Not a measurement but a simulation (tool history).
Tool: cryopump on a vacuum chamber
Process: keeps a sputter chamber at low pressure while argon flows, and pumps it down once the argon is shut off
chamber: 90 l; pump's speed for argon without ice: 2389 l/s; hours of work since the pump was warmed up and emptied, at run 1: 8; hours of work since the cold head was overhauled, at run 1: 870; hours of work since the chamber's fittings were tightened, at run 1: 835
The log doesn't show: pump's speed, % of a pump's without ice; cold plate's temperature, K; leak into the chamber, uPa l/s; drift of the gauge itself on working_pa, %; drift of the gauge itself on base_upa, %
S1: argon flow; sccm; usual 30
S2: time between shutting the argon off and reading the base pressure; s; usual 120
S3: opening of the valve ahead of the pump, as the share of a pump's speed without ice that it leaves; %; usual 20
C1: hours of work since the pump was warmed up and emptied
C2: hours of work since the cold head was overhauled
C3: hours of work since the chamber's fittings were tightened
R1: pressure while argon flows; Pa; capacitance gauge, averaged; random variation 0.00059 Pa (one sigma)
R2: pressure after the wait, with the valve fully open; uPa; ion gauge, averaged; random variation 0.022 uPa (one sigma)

Run 1, hour 0.0: usual settings; C1 8; C2 870; C3 835. Result: R1 0.1066 Pa, R2 0.76 uPa.
Run 2, hour 21.7: usual settings; C1 25; C2 888; C3 852. Result: R1 0.1062 Pa, R2 0.70 uPa.
Run 3, hour 45.3: usual settings; C1 44; C2 907; C3 871. Result: R1 0.1061 Pa, R2 0.81 uPa.
Run 4, hour 70.3: usual settings; C1 65; C2 927; C3 891. Result: R1 0.1072 Pa, R2 0.81 uPa.
Run 5, hour 96.4: usual settings; C1 86; C2 948; C3 912. Result: R1 0.1073 Pa, R2 0.74 uPa.
Run 6, hour 123.4: usual settings; C1 107; C2 970; C3 934. Result: R1 0.1072 Pa, R2 0.76 uPa.
Run 7, hour 154.8: usual settings; C1 133; C2 996; C3 960. Result: R1 0.1071 Pa, R2 0.86 uPa.
Run 8, hour 181.0: usual settings but S3 37 %; C1 154; C2 1017; C3 981. Result: R1 0.0589 Pa, R2 0.80 uPa.
Run 9, hour 196.6: usual settings but S3 37 %; C1 167; C2 1029; C3 993. Result: R1 0.0579 Pa, R2 0.80 uPa.
Run 10, hour 231.7: usual settings but S3 37 %; C1 195; C2 1058; C3 1022. Result: R1 0.0583 Pa, R2 0.81 uPa.
Run 11, hour 256.0: usual settings but S3 37 %; C1 215; C2 1077; C3 1041. Result: R1 0.0581 Pa, R2 0.77 uPa.
Run 12, hour 281.4: usual settings; C1 235; C2 1098; C3 1062. Result: R1 0.1065 Pa, R2 0.83 uPa.
Run 13, hour 307.6: usual settings; C1 256; C2 1119; C3 1083. Result: R1 0.1077 Pa, R2 0.86 uPa.
Run 14, hour 343.9: usual settings; C1 286; C2 1148; C3 1112. Result: R1 0.1075 Pa, R2 0.84 uPa.
Run 15, hour 358.6: usual settings; C1 298; C2 1160; C3 1124. Result: R1 0.1071 Pa, R2 0.83 uPa.
Run 16, hour 383.2: usual settings; C1 317; C2 1180; C3 1144. Result: R1 0.1074 Pa, R2 0.86 uPa.
Run 17, hour 408.0: usual settings; C1 337; C2 1200; C3 1164. Result: R1 0.1068 Pa, R2 0.86 uPa.
Run 18, hour 439.0: usual settings; C1 362; C2 1225; C3 1189. Result: R1 0.1082 Pa, R2 0.86 uPa.
Run 19, hour 472.1: usual settings but S1 57 sccm, S2 290 s; C1 389; C2 1252; C3 1216. Result: R1 0.2044 Pa, R2 0.64 uPa.
Run 20, hour 487.2: usual settings but S1 49 sccm, S2 98 s, S3 16 %; C1 401; C2 1264; C3 1228. Result: R1 0.2202 Pa, R2 0.96 uPa.
Run 21, hour 521.6: usual settings but S1 49 sccm, S2 98 s, S3 16 %; C1 429; C2 1292; C3 1256. Result: R1 0.2207 Pa, R2 1.00 uPa.
Run 22, hour 540.5: usual settings but S1 18 sccm, S2 84 s; C1 444; C2 1307; C3 1271. Result: R1 0.0642 Pa, R2 1.08 uPa.
Run 23, hour 569.5: usual settings but S1 31 sccm, S2 77 s; C1 468; C2 1331; C3 1295. Result: R1 0.1115 Pa, R2 1.17 uPa.
Run 24, hour 597.3: usual settings but S1 17 sccm; C1 490; C2 1353; C3 1317. Result: R1 0.0618 Pa, R2 0.89 uPa.
Run 25, hour 613.1: usual settings but S1 23 sccm, S3 42 %; C1 503; C2 1366; C3 1330. Result: R1 0.0407 Pa, R2 0.93 uPa.
Run 26, hour 638.7: usual settings but S2 51 s, S3 51 %; C1 524; C2 1387; C3 1351. Result: R1 0.0446 Pa, R2 1.55 uPa.
Run 27, hour 670.5: usual settings but S1 19 sccm, S2 23 s, S3 27 %; C1 550; C2 1412; C3 1376. Result: R1 0.0519 Pa, R2 2.70 uPa.
Run 28, hour 694.9: usual settings but S1 20 sccm, S2 122 s, S3 18 %; C1 569; C2 1432; C3 1396. Result: R1 0.0802 Pa, R2 0.95 uPa.
Run 29, hour 719.5: usual settings but S1 13 sccm, S2 70 s, S3 17 %; C1 589; C2 1452; C3 1416. Result: R1 0.0558 Pa, R2 1.28 uPa.
Run 30, hour 738.9: usual settings but S1 50 sccm, S2 109 s, S3 17 %; C1 605; C2 1468; C3 1432. Result: R1 0.2130 Pa, R2 1.05 uPa.
Run 31, hour 754.0: usual settings but S1 19 sccm, S2 99 s, S3 56 %; C1 617; C2 1480; C3 1444. Result: R1 0.0264 Pa, R2 1.05 uPa.
Run 32, hour 772.7: usual settings but S1 59 sccm, S2 33 s, S3 31 %; C1 632; C2 1495; C3 1459. Result: R1 0.1405 Pa, R2 2.15 uPa.
Run 33, hour 790.5: usual settings but S1 21 sccm, S2 49 s, S3 55 %; C1 647; C2 1509; C3 1473. Result: R1 0.0293 Pa, R2 1.55 uPa.
Run 34, hour 820.7: usual settings but S1 21 sccm, S2 49 s, S3 55 %; C1 671; C2 1534; C3 1498. Result: R1 0.0289 Pa, R2 1.60 uPa.
Run 35, hour 847.6: usual settings but S1 24 sccm, S2 94 s, S3 19 %; C1 693; C2 1555; C3 1519. Result: R1 0.0926 Pa, R2 1.07 uPa.

Forecast each of these 3 alternatives for the next run:
Run A, hour 863.4: usual settings but S1 22 sccm, S2 94 s, S3 30 %; C1 705; C2 1568; C3 1532. Result: R1 ?, R2 ?.
Run B, hour 863.4: usual settings but S2 140 s; C1 705; C2 1568; C3 1532. Result: R1 ?, R2 ?.
Run C, hour 863.4: usual settings but S1 24 sccm, S2 94 s; C1 705; C2 1568; C3 1532. Result: R1 ?, R2 ?.

run      R1    R2
  A  0.0546  1.11
  B  0.1099  0.95
  C  0.0876  1.13
Without the tool's hidden state the same runs would have given:
run      R1    R2
  A  0.0523  0.66
  B  0.1067  0.50
  C  0.0851  0.68
